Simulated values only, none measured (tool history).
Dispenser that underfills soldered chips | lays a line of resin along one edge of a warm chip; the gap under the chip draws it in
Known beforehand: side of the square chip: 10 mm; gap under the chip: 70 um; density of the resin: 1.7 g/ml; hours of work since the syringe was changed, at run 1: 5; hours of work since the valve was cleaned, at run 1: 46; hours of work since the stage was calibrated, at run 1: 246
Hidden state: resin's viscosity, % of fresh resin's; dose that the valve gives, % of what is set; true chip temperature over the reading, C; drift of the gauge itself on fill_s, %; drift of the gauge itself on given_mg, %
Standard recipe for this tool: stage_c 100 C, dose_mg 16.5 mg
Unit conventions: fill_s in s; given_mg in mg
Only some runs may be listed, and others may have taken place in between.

run	hour	stage_c	dose_mg	hours of work since the syringe was changed	hours of work since the valve was cleaned	hours of work since the stage was calibrated	fill_s	given_mg
1	0.0	100	16.5	5	46	246	39.5	16.04
# hour 4.5: new syringe of resin
2	8.6	100	16.5	3	52	252	34.1	15.88
# hour 15.6: new syringe of resin
3	16.5	100	16.5	1	58	258	31.4	15.92
4	24.0	99	16.5	6	63	263	45.2	15.82
# hour 26.7: new syringe of resin
5	32.4	99	16.5	4	69	269	37.9	15.85
# hour 37.5: new syringe of resin
6	39.2	100	16.5	1	73	273	31.7	15.66
# hour 43.4: dispensing valve cleaned and set on the balance
7	45.5	100	18.8	5	2	277	39.1	18.64
# hour 49.4: new syringe of resin
8	52.6	100	18.8	2	6	282	32.9	18.69
9	59.6	100	16.0	7	11	287	45.7	15.85
# hour 60.6: new syringe of resin
10	64.1	108	17.4	3	14	290	23.8	17.21
11	70.0	95	15.8	7	19	294	54.2	15.62
# hour 71.7: new syringe of resin
12	74.8	111	18.6	2	22	298	20.9	18.43
13	78.7	111	18.6	5	25	300	24.0	18.11
# hour 83.0: new syringe of resin
14	86.3	88	14.6	2	30	306	61.0	14.35
15	90.0	88	14.6	5	33	308	72.8	14.27
# hour 93.9: new syringe of resin
16	96.6	88	14.6	2	37	313	61.5	14.21
17	102.2	105	18.9	6	41	317	32.7	18.48

The next listed run, before its measurement:
# hour 105.3: new syringe of resin
18	106.7	113	20.5	1	44	320	?	?

{"run 18": {"fill_s": 17.7, "given_mg": 19.88}}
The same run, on a tool lacking any hidden state, would have yielded fill_s 15.4 s, given_mg 20.46 mg.
